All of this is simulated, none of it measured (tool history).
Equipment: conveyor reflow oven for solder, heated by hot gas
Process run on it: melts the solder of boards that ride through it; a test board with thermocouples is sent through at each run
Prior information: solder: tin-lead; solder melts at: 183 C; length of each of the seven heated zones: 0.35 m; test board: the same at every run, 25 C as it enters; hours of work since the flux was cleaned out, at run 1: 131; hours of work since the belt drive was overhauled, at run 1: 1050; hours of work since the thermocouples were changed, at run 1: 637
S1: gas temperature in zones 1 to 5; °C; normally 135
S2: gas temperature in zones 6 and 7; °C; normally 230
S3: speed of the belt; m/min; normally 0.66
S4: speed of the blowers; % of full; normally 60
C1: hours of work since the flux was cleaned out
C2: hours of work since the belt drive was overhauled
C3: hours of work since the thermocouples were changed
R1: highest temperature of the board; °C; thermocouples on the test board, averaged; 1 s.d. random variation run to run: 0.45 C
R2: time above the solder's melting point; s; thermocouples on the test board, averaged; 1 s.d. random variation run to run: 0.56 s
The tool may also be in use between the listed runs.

run 1 day=0 | S1=135 S2=230 S3=0.66 S4=60 | C1=131 C2=1050 C3=637 | R1=208.3 R2=41.1
run 2 day=1.4 | S1=135 S2=230 S3=0.66 S4=60 | C1=154 C2=1073 C3=660 | R1=207.7 R2=40.6
run 3 day=4.55 | S1=135 S2=230 S3=0.66 S4=60 | C1=207 C2=1126 C3=713 | R1=207.8 R2=39.4
run 4 day=6.558 | S1=135 S2=230 S3=0.66 S4=82 | C1=241 C2=1160 C3=747 | R1=211.7 R2=43
run 5 day=8.467 | S1=135 S2=230 S3=0.66 S4=82 | C1=273 C2=1192 C3=779 | R1=210.9 R2=43.7
run 6 day=10.379 | S1=135 S2=230 S3=0.66 S4=71 | C1=305 C2=1224 C3=811 | R1=209.5 R2=42.3
run 7 day=12.996 | S1=135 S2=230 S3=0.66 S4=71 | C1=349 C2=1268 C3=855 | R1=209.8 R2=40.9
run 8 day=15.817 | S1=135 S2=230 S3=0.66 S4=71 | C1=397 C2=1316 C3=903 | R1=208.1 R2=39.6
run 9 day=19.05 | S1=135 S2=230 S3=0.66 S4=71 | C1=451 C2=1370 C3=957 | R1=206.8 R2=39.8
-- day=19.35 belt drive overhauled, speed set with a stopwatch
-- day=21.083 flux residue cleaned out of gas plates and filters
run 10 day=22.658 | S1=135 S2=230 S3=0.66 S4=60 | C1=26 C2=52 C3=1011 | R1=209.3 R2=40.6
-- day=24.588 thermocouples of zones 6 and 7 changed
run 11 day=25.771 | S1=135 S2=230 S3=0.701 S4=60 | C1=77 C2=103 C3=20 | R1=208.3 R2=37.9
run 12 day=27.971 | S1=135 S2=230 S3=0.701 S4=60 | C1=114 C2=140 C3=57 | R1=207.7 R2=37.4
-- day=30.071 belt drive overhauled, speed set with a stopwatch, once more
run 13 day=30.988 | S1=135 S2=230 S3=0.701 S4=60 | C1=162 C2=15 C3=105 | R1=206.8 R2=35
run 14 day=33.096 | S1=135 S2=230 S3=0.701 S4=60 | C1=198 C2=51 C3=140 | R1=204.7 R2=33.5
run 15 day=34.462 | S1=135 S2=230 S3=0.701 S4=60 | C1=221 C2=74 C3=163 | R1=204.7 R2=34.1
run 16 day=37.133 | S1=135 S2=230 S3=0.701 S4=60 | C1=266 C2=119 C3=208 | R1=204.3 R2=32.4
run 17 day=39.554 | S1=135 S2=220 S3=0.531 S4=60 | C1=306 C2=159 C3=249 | R1=205.2 R2=47.3
run 18 day=41.162 | S1=135 S2=220 S3=0.531 S4=60 | C1=333 C2=187 C3=276 | R1=204.7 R2=47.5
run 19 day=43.175 | S1=135 S2=220 S3=0.531 S4=60 | C1=367 C2=220 C3=310 | R1=205 R2=46.2
run 20 day=45.304 | S1=135 S2=220 S3=0.775 S4=52 | C1=403 C2=256 C3=346 | R1=189.3 R2=10.8
run 21 day=47.821 | S1=134 S2=221 S3=0.716 S4=65 | C1=445 C2=298 C3=388 | R1=196.1 R2=21.8
-- day=50.129 flux residue cleaned out of gas plates and filters
run 22 day=51.083 | S1=134 S2=221 S3=0.716 S4=65 | C1=16 C2=350 C3=439 | R1=199.1 R2=27.5
run 23 day=52.6 | S1=131 S2=221 S3=0.587 S4=65 | C1=42 C2=375 C3=465 | R1=205.7 R2=41.6
run 24 day=55.338 | S1=129 S2=229 S3=0.725 S4=62 | C1=88 C2=421 C3=511 | R1=202.6 R2=29.3
run 25 day=57.362 | S1=143 S2=236 S3=0.725 S4=62 | C1=122 C2=455 C3=545 | R1=212.1 R2=41
run 26 day=59.738 | S1=135 S2=232 S3=0.565 S4=58 | C1=162 C2=495 C3=585 | R1=213.9 R2=53.3
run 27 day=61.808 | S1=138 S2=233 S3=0.535 S4=63 | C1=196 C2=530 C3=620 | R1=217.8 R2=59.7
run 28 day=64.004 | S1=138 S2=233 S3=0.535 S4=63 | C1=233 C2=567 C3=656 | R1=217 R2=59.1
run 29 day=66.475 | S1=135 S2=237 S3=0.66 S4=60 | C1=275 C2=609 C3=698 | R1=211.7 R2=42.2
run 30 day=67.846 | S1=135 S2=218 S3=0.66 S4=60 | C1=298 C2=632 C3=721 | R1=197.4 R2=26.6
run 31 day=70.442 | S1=135 S2=218 S3=0.66 S4=60 | C1=342 C2=675 C3=765 | R1=195.4 R2=26

3 options for the next run, each taken on its own from the tool as it stands now. Forecast them:
run A day=72.004 | S1=135 S2=224 S3=0.618 S4=50 | C1=368 C2=702 C3=791 | R1=? R2=?
run B day=72.004 | S1=138 S2=221 S3=0.66 S4=60 | C1=368 C2=702 C3=791 | R1=? R2=?
run C day=72.004 | S1=140 S2=219 S3=0.66 S4=60 | C1=368 C2=702 C3=791 | R1=? R2=?

run=A R1=200.4 R2=32.9
run=B R1=199.6 R2=30.2
run=C R1=197.7 R2=29.2
Without the tool's hidden state the same runs would have given:
run=A R1=204.7 R2=37.9
run=B R1=204.1 R2=35.6
run=C R1=202 R2=34.8
